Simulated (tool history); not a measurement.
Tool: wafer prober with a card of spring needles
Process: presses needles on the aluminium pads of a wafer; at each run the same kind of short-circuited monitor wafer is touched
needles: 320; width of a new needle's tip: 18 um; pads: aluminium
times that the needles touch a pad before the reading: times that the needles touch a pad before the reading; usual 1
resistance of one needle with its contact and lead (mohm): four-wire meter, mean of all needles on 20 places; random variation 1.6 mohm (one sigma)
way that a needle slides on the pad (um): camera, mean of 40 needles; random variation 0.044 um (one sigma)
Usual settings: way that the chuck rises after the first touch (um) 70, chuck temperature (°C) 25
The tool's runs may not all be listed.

| run | hour | way that the chuck rises after the first touch (um) | chuck temperature (°C) | times that the needles touch a pad before the reading | resistance of one needle with its contact and lead (mohm) | way that a needle slides on the pad (um) |
|---|---|---|---|---|---|---|
| 1 | 0.0 | 70 | 25 | 1 | 164 | 16.79 |
|  | 12.8 | tips cleaned on abrasive film |
|  | 28.8 | tips cleaned on abrasive film |
|  | 44.8 | tips cleaned on abrasive film |
|  | 57.7 | tips cleaned on abrasive film |
|  | 73.7 | tips cleaned on abrasive film |
| 2 | 80.8 | 84 | 25 | 1 | 197 | 20.03 |
|  | 87.2 | tips cleaned on abrasive film |
|  | 103.2 | tips cleaned on abrasive film |
|  | 119.2 | tips cleaned on abrasive film |
|  | 132.1 | tips cleaned on abrasive film |
| 3 | 143.1 | 70 | 25 | 1 | 226 | 16.61 |
|  | 146.4 | tips cleaned on abrasive film |
|  | 159.2 | tips cleaned on abrasive film |
|  | 165.9 | height of the first contact set anew |
|  | 172.3 | tips cleaned on abrasive film |
|  | 188.4 | tips cleaned on abrasive film |
|  | 204.4 | tips cleaned on abrasive film |
|  | 219.1 | tips cleaned on abrasive film |
| 4 | 219.1 | 70 | 25 | 1 | 160 | 17.32 |
|  | 235.2 | tips cleaned on abrasive film |
|  | 251.2 | tips cleaned on abrasive film |
|  | 267.2 | tips cleaned on abrasive film |
| 5 | 268.5 | 70 | 25 | 1 | 179 | 17.32 |
|  | 281.3 | tips cleaned on abrasive film |
|  | 297.3 | tips cleaned on abrasive film |
|  | 313.3 | tips cleaned on abrasive film |
|  | 329.3 | tips cleaned on abrasive film |
|  | 342.1 | tips cleaned on abrasive film |
|  | 355.8 | tips cleaned on abrasive film |
| 6 | 355.8 | 70 | 25 | 1 | 165 | 17.07 |
|  | 368.6 | tips cleaned on abrasive film |
|  | 381.5 | tips cleaned on abrasive film |
|  | 397.5 | tips cleaned on abrasive film |
| 7 | 405.1 | 70 | 25 | 1 | 215 | 17.15 |
|  | 411.6 | tips cleaned on abrasive film |
|  | 427.6 | tips cleaned on abrasive film |
|  | 443.6 | tips cleaned on abrasive film |
|  | 456.4 | tips cleaned on abrasive film |
|  | 471.3 | tips cleaned on abrasive film |
| 8 | 471.3 | 70 | 25 | 1 | 168 | 17.06 |
|  | 487.3 | tips cleaned on abrasive film |
|  | 500.1 | tips cleaned on abrasive film |
|  | 516.2 | tips cleaned on abrasive film |
| 9 | 527.5 | 70 | 25 | 2 | 196 | 16.94 |
|  | 530.8 | tips cleaned on abrasive film |
|  | 543.6 | tips cleaned on abrasive film |
|  | 559.6 | tips cleaned on abrasive film |
|  | 572.5 | tips cleaned on abrasive film |
|  | 588.5 | tips cleaned on abrasive film |
| 10 | 595.0 | 70 | 25 | 1 | 218 | 16.91 |
|  | 601.5 | tips cleaned on abrasive film |
|  | 617.5 | tips cleaned on abrasive film |
|  | 630.3 | tips cleaned on abrasive film |
|  | 646.3 | tips cleaned on abrasive film |
| 11 | 658.3 | 70 | 25 | 2 | 202 | 16.77 |
|  | 661.6 | tips cleaned on abrasive film |
|  | 674.4 | tips cleaned on abrasive film |
|  | 690.4 | tips cleaned on abrasive film |
|  | 706.4 | tips cleaned on abrasive film |
|  | 722.5 | tips cleaned on abrasive film |
| 12 | 732.0 | 52 | 25 | 1 | 282 | 12.20 |
|  | 738.4 | tips cleaned on abrasive film |
|  | 751.3 | tips cleaned on abrasive film |
|  | 767.3 | tips cleaned on abrasive film |
|  | 780.3 | height of the first contact set anew |
|  | 783.6 | tips cleaned on abrasive film |
|  | 799.6 | tips cleaned on abrasive film |
|  | 815.6 | tips cleaned on abrasive film |
| 13 | 821.3 | 52 | 25 | 1 | 253 | 12.90 |
|  | 830.9 | tips cleaned on abrasive film |
|  | 843.7 | tips cleaned on abrasive film |
|  | 859.7 | tips cleaned on abrasive film |
|  | 872.6 | tips cleaned on abrasive film |
| 14 | 872.6 | 70 | 55 | 1 | 168 | 17.20 |
|  | 888.6 | tips cleaned on abrasive film |
|  | 904.6 | tips cleaned on abrasive film |
| 15 | 913.0 | 70 | 55 | 1 | 223 | 17.18 |
|  | 919.5 | tips cleaned on abrasive film |
|  | 932.3 | tips cleaned on abrasive film |
|  | 945.1 | tips cleaned on abrasive film |
|  | 961.1 | tips cleaned on abrasive film |
|  | 975.1 | tips cleaned on abrasive film |
| 16 | 975.1 | 70 | 55 | 1 | 167 | 17.11 |
|  | 991.1 | tips cleaned on abrasive film |
|  | 1003.9 | tips cleaned on abrasive film |
|  | 1019.9 | tips cleaned on abrasive film |
|  | 1035.9 | tips cleaned on abrasive film |
|  | 1048.7 | tips cleaned on abrasive film |
| 17 | 1058.9 | 70 | 27 | 2 | 197 | 17.06 |
|  | 1062.2 | tips cleaned on abrasive film |
|  | 1078.2 | tips cleaned on abrasive film |
|  | 1091.0 | tips cleaned on abrasive film |
| 18 | 1097.7 | 70 | 25 | 3 | 178 | 16.96 |
|  | 1104.2 | tips cleaned on abrasive film |
|  | 1120.2 | tips cleaned on abrasive film |
|  | 1136.2 | tips cleaned on abrasive film |
|  | 1152.2 | tips cleaned on abrasive film |
|  | 1166.1 | tips cleaned on abrasive film |
| 19 | 1166.1 | 70 | 25 | 3 | 159 | 16.90 |
|  | 1178.9 | tips cleaned on abrasive film |
|  | 1194.9 | tips cleaned on abrasive film |
|  | 1207.7 | tips cleaned on abrasive film |
|  | 1220.6 | tips cleaned on abrasive film |
|  | 1236.6 | tips cleaned on abrasive film |
|  | 1249.4 | tips cleaned on abrasive film |
| 20 | 1251.8 | 70 | 25 | 3 | 171 | 16.68 |
|  | 1264.6 | tips cleaned on abrasive film |
|  | 1280.6 | tips cleaned on abrasive film |
|  | 1296.6 | tips cleaned on abrasive film |
|  | 1309.5 | tips cleaned on abrasive film |
|  | 1325.5 | tips cleaned on abrasive film |
|  | 1339.9 | tips cleaned on abrasive film |
| 21 | 1339.9 | 70 | 25 | 3 | 161 | 16.62 |
|  | 1352.7 | tips cleaned on abrasive film |
|  | 1368.7 | tips cleaned on abrasive film |
|  | 1381.5 | tips cleaned on abrasive film |
|  | 1394.6 | height of the first contact set anew |
|  | 1397.9 | tips cleaned on abrasive film |
|  | 1413.9 | tips cleaned on abrasive film |
| 22 | 1415.0 | 70 | 25 | 2 | 171 | 17.35 |
|  | 1427.8 | tips cleaned on abrasive film |
|  | 1443.8 | tips cleaned on abrasive film |
|  | 1456.7 | tips cleaned on abrasive film |
| 23 | 1456.7 | 51 | 34 | 1 | 170 | 12.58 |

Forecast each of these 3 alternatives for the next run:
|  | 1469.6 | tips cleaned on abrasive film |
|  | 1485.6 | tips cleaned on abrasive film |
|  | 1501.6 | tips cleaned on abrasive film |
|  | 1514.4 | tips cleaned on abrasive film |
|  | 1530.4 | tips cleaned on abrasive film |
| A | 1541.1 | 54 | 94 | 3 | ? | ? |
|  | 1469.6 | tips cleaned on abrasive film |
|  | 1485.6 | tips cleaned on abrasive film |
|  | 1501.6 | tips cleaned on abrasive film |
|  | 1514.4 | tips cleaned on abrasive film |
|  | 1530.4 | tips cleaned on abrasive film |
| B | 1541.1 | 70 | 51 | 1 | ? | ? |
|  | 1469.6 | tips cleaned on abrasive film |
|  | 1485.6 | tips cleaned on abrasive film |
|  | 1501.6 | tips cleaned on abrasive film |
|  | 1514.4 | tips cleaned on abrasive film |
|  | 1530.4 | tips cleaned on abrasive film |
| C | 1541.1 | 70 | 25 | 1 | ? | ? |

| run | resistance of one needle with its contact and lead (mohm) | way that a needle slides on the pad (um) |
|---|---|---|
| A | 210 | 13.24 |
| B | 230 | 17.26 |
| C | 230 | 17.21 |
Without the tool's hidden state the same runs would have given:
| run | resistance of one needle with its contact and lead (mohm) | way that a needle slides on the pad (um) |
|---|---|---|
| A | 167 | 13.42 |
| B | 157 | 17.44 |
| C | 154 | 17.39 |

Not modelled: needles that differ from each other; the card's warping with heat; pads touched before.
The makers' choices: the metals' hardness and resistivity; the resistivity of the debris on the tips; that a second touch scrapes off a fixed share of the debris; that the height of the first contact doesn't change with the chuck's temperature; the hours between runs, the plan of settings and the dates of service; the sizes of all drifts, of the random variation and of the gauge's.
